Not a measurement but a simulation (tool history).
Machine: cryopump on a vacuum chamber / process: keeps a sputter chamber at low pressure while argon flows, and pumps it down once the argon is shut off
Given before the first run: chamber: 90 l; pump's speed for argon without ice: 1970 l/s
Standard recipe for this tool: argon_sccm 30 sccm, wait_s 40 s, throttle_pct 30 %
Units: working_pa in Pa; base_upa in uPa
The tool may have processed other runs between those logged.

run 1 day=0.000 | argon_sccm=30 wait_s=40 throttle_pct=30 | working_pa=0.0872 base_upa=3.32
run 2 day=0.400 | argon_sccm=30 wait_s=40 throttle_pct=30 | working_pa=0.0855 base_upa=3.27
run 3 day=0.900 | argon_sccm=30 wait_s=77 throttle_pct=30 | working_pa=0.0868 base_upa=2.42
run 4 day=1.217 | argon_sccm=30 wait_s=77 throttle_pct=30 | working_pa=0.0863 base_upa=2.46
run 5 day=1.592 | argon_sccm=24 wait_s=77 throttle_pct=30 | working_pa=0.0688 base_upa=2.52
run 6 day=2.179 | argon_sccm=24 wait_s=77 throttle_pct=21 | working_pa=0.0999 base_upa=2.52
run 7 day=2.825 | argon_sccm=30 wait_s=212 throttle_pct=30 | working_pa=0.0878 base_upa=1.89
run 8 day=3.283 | argon_sccm=30 wait_s=212 throttle_pct=17 | working_pa=0.1522 base_upa=1.90
run 9 day=3.950 | argon_sccm=30 wait_s=234 throttle_pct=30 | working_pa=0.0871 base_upa=1.89
run 10 day=4.312 | argon_sccm=30 wait_s=54 throttle_pct=15 | working_pa=0.1731 base_upa=2.90
run 11 day=4.738 | argon_sccm=17 wait_s=85 throttle_pct=23 | working_pa=0.0648 base_upa=2.41
run 12 day=5.208 | argon_sccm=17 wait_s=85 throttle_pct=23 | working_pa=0.0632 base_upa=2.49
run 13 day=5.658 | argon_sccm=17 wait_s=90 throttle_pct=28 | working_pa=0.0528 base_upa=2.41
run 14 day=6.379 | argon_sccm=17 wait_s=90 throttle_pct=28 | working_pa=0.0524 base_upa=2.44
run 15 day=7.071 | argon_sccm=17 wait_s=90 throttle_pct=28 | working_pa=0.0523 base_upa=2.43
run 16 day=7.412 | argon_sccm=47 wait_s=122 throttle_pct=36 | working_pa=0.1146 base_upa=2.25

Hidden state or all else? Some run-to-run changes of working_pa, split into what the settings, what came in and random variation would give without the hidden state, and what is left for the hidden state (with any gauge scatter that isn't in both results):
What the log doesn't record here: pump's speed, % of a pump's without ice; cold plate's temperature, K; leak into the chamber, uPa l/s; drift of the gauge itself on working_pa, %; drift of the gauge itself on base_upa, %.
Run 10 -> 11: argon_sccm 30 -> 17, wait_s 54 -> 85, throttle_pct 15 -> 23. working_pa -0.1083 Pa: hidden state -0.0005, all else -0.1078.
Run 15 -> 16: argon_sccm 17 -> 47, wait_s 90 -> 122, throttle_pct 28 -> 36. working_pa +0.0623 Pa: hidden state +0.0020, all else +0.0603.

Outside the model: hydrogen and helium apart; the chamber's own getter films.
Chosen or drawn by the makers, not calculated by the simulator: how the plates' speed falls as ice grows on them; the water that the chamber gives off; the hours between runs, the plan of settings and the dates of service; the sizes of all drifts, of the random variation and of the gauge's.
